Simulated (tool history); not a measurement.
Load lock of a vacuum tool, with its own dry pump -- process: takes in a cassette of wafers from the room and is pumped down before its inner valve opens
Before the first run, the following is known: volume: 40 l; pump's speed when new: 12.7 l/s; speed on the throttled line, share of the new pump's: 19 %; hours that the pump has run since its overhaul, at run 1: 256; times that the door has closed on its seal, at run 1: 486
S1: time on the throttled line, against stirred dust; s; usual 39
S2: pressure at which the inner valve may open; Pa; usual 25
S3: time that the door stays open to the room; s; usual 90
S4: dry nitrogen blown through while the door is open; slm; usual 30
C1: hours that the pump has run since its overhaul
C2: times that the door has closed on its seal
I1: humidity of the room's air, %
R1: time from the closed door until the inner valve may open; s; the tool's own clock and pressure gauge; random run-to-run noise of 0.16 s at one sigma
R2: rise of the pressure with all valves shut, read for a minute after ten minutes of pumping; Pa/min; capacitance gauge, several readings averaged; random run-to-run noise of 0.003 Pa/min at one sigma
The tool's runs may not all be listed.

Run 1, hour 0.0: usual settings; C1 256; C2 486; I1 45.4. Result: R1 57.8 s, R2 0.027 Pa/min.
Run 2, hour 216.0: usual settings; C1 472; C2 712; I1 46.6. Result: R1 58.2 s, R2 0.026 Pa/min.
Run 3, hour 351.8: usual settings; C1 608; C2 855; I1 44.6. Result: R1 57.9 s, R2 0.031 Pa/min.
Run 4, hour 493.0: usual settings; C1 749; C2 1002; I1 43.9. Result: R1 58.0 s, R2 0.028 Pa/min.
Run 5, hour 620.7: usual settings; C1 877; C2 1136; I1 43.7. Result: R1 57.7 s, R2 0.022 Pa/min.
Run 6, hour 729.3: usual settings; C1 985; C2 1250; I1 45.3. Result: R1 57.9 s, R2 0.029 Pa/min.
Run 7, hour 886.7: usual settings; C1 1143; C2 1415; I1 44.7. Result: R1 58.1 s, R2 0.034 Pa/min.
Run 8, hour 1000.1: usual settings; C1 1256; C2 1533; I1 44.7. Result: R1 58.1 s, R2 0.030 Pa/min.
Run 9, hour 1190.5: usual settings; C1 1446; C2 1733; I1 44.0. Result: R1 58.1 s, R2 0.025 Pa/min.
Run 10, hour 1354.7: usual settings; C1 1611; C2 1905; I1 45.1. Result: R1 58.0 s, R2 0.030 Pa/min.
Run 11, hour 1516.3: usual settings; C1 1772; C2 2074; I1 46.3. Result: R1 58.0 s, R2 0.031 Pa/min.
Run 12, hour 1690.7: usual settings; C1 1947; C2 2256; I1 47.3. Result: R1 57.9 s, R2 0.027 Pa/min.
Run 13, hour 1896.4: usual settings; C1 2152; C2 2472; I1 47.6. Result: R1 57.8 s, R2 0.028 Pa/min.
Run 14, hour 2103.5: usual settings but S1 40 s, S2 27 Pa, S3 204 s, S4 8 slm; C1 2359; C2 2688; I1 42.6. Result: R1 58.8 s, R2 0.081 Pa/min.
Run 15, hour 2240.2: usual settings but S1 40 s, S2 27 Pa, S3 204 s, S4 8 slm; C1 2496; C2 2831; I1 46.8. Result: R1 58.4 s, R2 0.084 Pa/min.
Run 16, hour 2476.8: usual settings but S3 58 s, S4 40 slm; C1 2733; C2 3079; I1 44.1. Result: R1 58.2 s, R2 0.021 Pa/min.
Run 17, hour 2669.8: usual settings but S3 58 s, S4 40 slm; C1 2926; C2 3281; I1 44.8. Result: R1 58.2 s, R2 0.017 Pa/min.
Run 18, hour 2821.9: usual settings but S3 58 s, S4 40 slm; C1 3078; C2 3440; I1 42.9. Result: R1 57.9 s, R2 0.016 Pa/min.
Run 19, hour 3053.5: usual settings but S3 38 s, S4 43 slm; C1 3309; C2 3683; I1 45.2. Result: R1 58.0 s, R2 0.012 Pa/min.
Run 20, hour 3281.6: usual settings but S1 29 s, S2 30 Pa, S3 108 s, S4 33 slm; C1 3538; C2 3922; I1 42.4. Result: R1 49.4 s, R2 0.031 Pa/min.
Run 21, hour 3480.3: usual settings but S1 40 s, S2 27 Pa, S3 46 s; C1 3736; C2 4130; I1 41.7. Result: R1 58.7 s, R2 0.019 Pa/min.
Run 22, hour 3658.9: usual settings but S1 27 s, S2 35 Pa; C1 3915; C2 4317; I1 47.4. Result: R1 47.0 s, R2 0.028 Pa/min.
Run 23, hour 3876.0: usual settings but S1 35 s, S2 46 Pa, S3 159 s; C1 4132; C2 4544; I1 43.1. Result: R1 52.9 s, R2 0.037 Pa/min.
Run 24, hour 4101.1: usual settings but S3 117 s, S4 17 slm; C1 4357; C2 4779; I1 47.5. Result: R1 58.1 s, R2 0.048 Pa/min.
Run 25, hour 4221.8: usual settings but S3 117 s, S4 17 slm; C1 4478; C2 4906; I1 46.9. Result: R1 58.2 s, R2 0.044 Pa/min.

5 ways to go on from here, each from the tool as it stands after run 25. What would each give?
Run A, hour 4340.9: usual settings but S3 63 s, S4 9 slm; C1 4597; C2 5030; I1 42.1. Result: R1 ?, R2 ?.
Run B, hour 4340.9: usual settings but S3 40 s, S4 10 slm; C1 4597; C2 5030; I1 45.5. Result: R1 ?, R2 ?.
Run C, hour 4340.9: usual settings but S2 41 Pa, S3 81 s, S4 4 slm; C1 4597; C2 5030; I1 45.2. Result: R1 ?, R2 ?.
Run D, hour 4340.9: usual settings but S2 23 Pa, S4 10 slm; C1 4597; C2 5030; I1 41.3. Result: R1 ?, R2 ?.
Run E, hour 4340.9: usual settings but S1 73 s; C1 4597; C2 5030; I1 46.0. Result: R1 ?, R2 ?.

run    R1     R2
  A  58.2  0.037
  B  58.3  0.035
  C  56.7  0.059
  D  58.3  0.045
  E  85.6  0.026
Stripped of hidden state, with their random variation kept, the same runs would have yielded:
run    R1     R2
  A  58.2  0.036
  B  58.3  0.035
  C  56.7  0.059
  D  58.3  0.045
  E  85.6  0.026
